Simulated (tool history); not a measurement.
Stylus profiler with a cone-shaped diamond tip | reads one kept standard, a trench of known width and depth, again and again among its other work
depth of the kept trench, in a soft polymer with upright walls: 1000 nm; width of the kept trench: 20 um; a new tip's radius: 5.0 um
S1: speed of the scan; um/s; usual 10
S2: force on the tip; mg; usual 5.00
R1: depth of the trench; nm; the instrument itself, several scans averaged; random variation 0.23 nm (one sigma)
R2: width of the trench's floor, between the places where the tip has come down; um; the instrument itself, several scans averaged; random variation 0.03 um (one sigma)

run,hour,S1,S2,R1,R2
1,0.0,10,5.00,1009.02,14.09
2,12.0,10,5.00,1008.91,13.96
3,23.2,10,5.00,1008.95,14.01
4,40.2,10,5.00,1008.69,13.93
5,53.1,10,3.74,1006.93,13.97
6,70.0,3,3.74,1007.24,13.98
7,81.5,35,5.00,1008.93,13.89
8,102.4,35,5.00,1008.59,13.82
9,122.7,10,5.00,1008.66,13.85
10,140.8,10,3.67,1006.75,13.82
11,150.7,10,2.94,1005.98,13.76
12,171.5,10,5.00,1008.34,13.75
13,181.3,10,5.00,1008.66,13.82
14,200.7,5,11.65,1015.31,13.68
# hour 202.8: height scale calibrated on a step standard
15,220.5,9,2.41,1005.21,13.72
16,237.5,8,6.31,1009.77,13.67
17,255.0,8,6.31,1009.83,13.69
18,267.7,15,7.71,1011.36,13.62
# hour 273.3: height scale calibrated on a step standard, once more
19,278.5,15,7.71,1011.69,13.68
20,292.5,15,2.28,1005.46,13.59
21,303.4,3,5.67,1010.28,13.58
22,314.8,3,8.00,1012.50,13.63
23,323.6,29,9.99,1013.92,13.57
24,337.9,29,9.99,1014.45,13.55

4 ways to go on from here, each from the tool as it stands after run 24. What would each give?
A,354.6,4,10.40,?,?
B,354.6,18,9.21,?,?
C,354.6,32,2.10,?,?
D,354.6,23,10.02,?,?

run,R1,R2
A,1014.64,13.57
B,1013.00,13.50
C,1004.94,13.46
D,1013.82,13.53
Without the tool's hidden state the same runs would have given:
run,R1,R2
A,1014.75,14.02
B,1013.10,13.95
C,1005.05,13.91
D,1013.92,13.98

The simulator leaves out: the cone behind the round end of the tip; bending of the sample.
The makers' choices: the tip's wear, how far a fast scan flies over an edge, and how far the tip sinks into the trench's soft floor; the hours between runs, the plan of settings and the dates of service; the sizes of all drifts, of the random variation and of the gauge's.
